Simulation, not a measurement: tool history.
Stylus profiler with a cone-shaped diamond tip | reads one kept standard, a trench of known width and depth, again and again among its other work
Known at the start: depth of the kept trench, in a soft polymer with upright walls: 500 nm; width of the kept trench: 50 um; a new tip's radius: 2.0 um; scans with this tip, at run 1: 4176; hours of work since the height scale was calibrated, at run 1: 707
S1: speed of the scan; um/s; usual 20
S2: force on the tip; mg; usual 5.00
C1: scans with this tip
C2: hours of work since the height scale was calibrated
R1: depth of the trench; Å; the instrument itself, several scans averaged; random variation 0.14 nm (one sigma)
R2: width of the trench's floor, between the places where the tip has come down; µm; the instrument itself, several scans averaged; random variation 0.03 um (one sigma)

run   hour  S1    S2    C1   C2      R1     R2
  1    0.0  20  5.00  4176  707  5111.2  46.91
  2   17.6  20  5.00  4254  720  5113.4  46.89
  3   49.6  13  5.00  4396  744  5111.9  46.95
  4   71.5  13  5.00  4493  760  5111.7  46.91
  5   93.0  13  5.00  4588  777  5114.2  46.88
  6  124.1   8  5.00  4726  800  5108.7  46.87
  7  153.4   8  5.00  4856  822  5109.4  46.84
  8  168.8   9  5.00  4925  833  5111.8  46.89
  9  196.0   9  5.00  5045  854  5109.2  46.91
 10  228.6  37  8.14  5190  878  5156.4  46.86
 11  261.2  37  8.14  5335  903  5156.9  46.75
 12  278.5  37  8.14  5411  916  5158.5  46.84

Forecast each of these 4 alternatives for the next run:
  A  307.4   9  12.90  5540  938   ?   ?
  B  307.4  23   2.66  5540  938   ?   ?
  C  307.4  46   6.38  5540  938   ?   ?
  D  307.4  24   6.80  5540  938   ?   ?

run      R1     R2
  A  5217.1  46.79
  B  5071.2  46.70
  C  5130.5  46.79
  D  5137.7  46.77
Without the tool's hidden state the same runs would have given:
run      R1     R2
  A  5227.3  47.31
  B  5081.2  47.22
  C  5140.6  47.30
  D  5147.8  47.28

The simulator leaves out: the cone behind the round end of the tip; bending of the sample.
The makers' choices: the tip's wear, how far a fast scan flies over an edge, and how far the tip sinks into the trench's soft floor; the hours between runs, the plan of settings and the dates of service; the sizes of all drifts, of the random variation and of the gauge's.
